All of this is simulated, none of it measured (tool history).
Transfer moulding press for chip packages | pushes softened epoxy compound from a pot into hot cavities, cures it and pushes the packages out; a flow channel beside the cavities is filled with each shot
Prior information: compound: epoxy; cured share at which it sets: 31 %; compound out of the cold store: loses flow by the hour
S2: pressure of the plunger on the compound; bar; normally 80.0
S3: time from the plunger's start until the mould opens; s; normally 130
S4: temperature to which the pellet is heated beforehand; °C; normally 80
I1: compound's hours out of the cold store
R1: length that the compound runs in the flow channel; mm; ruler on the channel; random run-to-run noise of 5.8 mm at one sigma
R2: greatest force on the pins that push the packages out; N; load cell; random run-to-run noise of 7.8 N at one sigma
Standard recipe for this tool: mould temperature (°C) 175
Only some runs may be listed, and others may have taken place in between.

{"run": 1, "day": 0.0, "mould temperature (°C)": 175, "S2": 80.0, "S3": 130, "S4": 80, "I1": 8.6, "R1": 691, "R2": 572}
{"run": 2, "day": 0.842, "mould temperature (°C)": 175, "S2": 99.9, "S3": 130, "S4": 80, "I1": 37.4, "R1": 676, "R2": 622}
{"day": 1.404, "done": "cavities cleaned with cleaning compound and waxed"}
{"day": 1.642, "done": "plunger's sealing rings changed"}
{"run": 3, "day": 2.283, "mould temperature (°C)": 175, "S2": 99.9, "S3": 130, "S4": 80, "I1": 19.1, "R1": 773, "R2": 473}
{"run": 4, "day": 3.542, "mould temperature (°C)": 175, "S2": 99.9, "S3": 130, "S4": 80, "I1": 39.7, "R1": 699, "R2": 589}
{"day": 4.683, "done": "cavities cleaned with cleaning compound and waxed"}
{"run": 5, "day": 5.292, "mould temperature (°C)": 176, "S2": 99.9, "S3": 130, "S4": 80, "I1": 26.4, "R1": 740, "R2": 446}
{"run": 6, "day": 7.075, "mould temperature (°C)": 175, "S2": 80.0, "S3": 130, "S4": 80, "I1": 10.6, "R1": 709, "R2": 651}
{"day": 7.862, "done": "cavities cleaned with cleaning compound and waxed"}
{"run": 7, "day": 8.396, "mould temperature (°C)": 175, "S2": 80.0, "S3": 130, "S4": 80, "I1": 19.3, "R1": 681, "R2": 446}
{"run": 8, "day": 9.812, "mould temperature (°C)": 175, "S2": 65.9, "S3": 130, "S4": 78, "I1": 35.8, "R1": 561, "R2": 601}
{"day": 11.0, "done": "cavities cleaned with cleaning compound and waxed"}
{"run": 9, "day": 11.0, "mould temperature (°C)": 179, "S2": 64.2, "S3": 130, "S4": 71, "I1": 46.3, "R1": 532, "R2": 321}
{"run": 10, "day": 12.754, "mould temperature (°C)": 172, "S2": 87.3, "S3": 161, "S4": 89, "I1": 31.3, "R1": 661, "R2": 500}
{"day": 13.292, "done": "mould's thermocouples calibrated"}
{"day": 14.233, "done": "cavities cleaned with cleaning compound and waxed"}
{"run": 11, "day": 14.75, "mould temperature (°C)": 172, "S2": 87.3, "S3": 161, "S4": 89, "I1": 36.6, "R1": 637, "R2": 389}
{"day": 15.162, "done": "plunger's sealing rings changed"}
{"run": 12, "day": 16.721, "mould temperature (°C)": 182, "S2": 80.0, "S3": 159, "S4": 80, "I1": 41.9, "R1": 611, "R2": 498}
{"day": 17.504, "done": "cavities cleaned with cleaning compound and waxed"}
{"run": 13, "day": 18.067, "mould temperature (°C)": 175, "S2": 75.1, "S3": 130, "S4": 84, "I1": 38.8, "R1": 609, "R2": 420}

Here are 3 independent what-if runs from the current tool condition. What would each one return?
{"run": "A", "day": 19.146, "mould temperature (°C)": 175, "S2": 75.1, "S3": 127, "S4": 74, "I1": 37.3, "R1": "?", "R2": "?"}
{"run": "B", "day": 19.146, "mould temperature (°C)": 183, "S2": 80.0, "S3": 130, "S4": 80, "I1": 22.1, "R1": "?", "R2": "?"}
{"run": "C", "day": 19.146, "mould temperature (°C)": 175, "S2": 96.1, "S3": 165, "S4": 82, "I1": 38.7, "R1": "?", "R2": "?"}

run=A R1=617 R2=577
run=B R1=653 R2=478
run=C R1=685 R2=483
Without the tool's unlogged condition, the same runs would have read:
run=A R1=628 R2=353
run=B R1=665 R2=297
run=C R1=698 R2=300
